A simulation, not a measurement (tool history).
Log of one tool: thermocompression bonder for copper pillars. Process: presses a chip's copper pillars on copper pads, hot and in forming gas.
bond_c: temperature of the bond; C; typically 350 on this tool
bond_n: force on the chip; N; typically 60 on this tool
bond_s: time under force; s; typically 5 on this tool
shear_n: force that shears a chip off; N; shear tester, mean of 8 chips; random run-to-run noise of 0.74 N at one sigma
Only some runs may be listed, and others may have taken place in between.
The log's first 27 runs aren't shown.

run 28 day=14.471 | bond_c=377 bond_n=60 bond_s=3 | shear_n=84.7
run 29 day=14.971 | bond_c=377 bond_n=60 bond_s=3 | shear_n=86.3
run 30 day=15.504 | bond_c=353 bond_n=60 bond_s=5 | shear_n=83.2
run 31 day=15.942 | bond_c=353 bond_n=60 bond_s=5 | shear_n=86.0
run 32 day=16.488 | bond_c=353 bond_n=40 bond_s=6 | shear_n=69.7
run 33 day=17.242 | bond_c=353 bond_n=39 bond_s=6 | shear_n=69.7
run 34 day=17.992 | bond_c=353 bond_n=39 bond_s=6 | shear_n=68.9
run 35 day=18.758 | bond_c=353 bond_n=39 bond_s=6 | shear_n=68.2

Run 36 is up next; what results do you expect?
run 36 day=19.204 | bond_c=351 bond_n=63 bond_s=5 | shear_n=?

shear_n: 84.0 N
Take away the tool's hidden state, keep the run-to-run variation as it was, and the same run would have given shear_n 86.8 N.

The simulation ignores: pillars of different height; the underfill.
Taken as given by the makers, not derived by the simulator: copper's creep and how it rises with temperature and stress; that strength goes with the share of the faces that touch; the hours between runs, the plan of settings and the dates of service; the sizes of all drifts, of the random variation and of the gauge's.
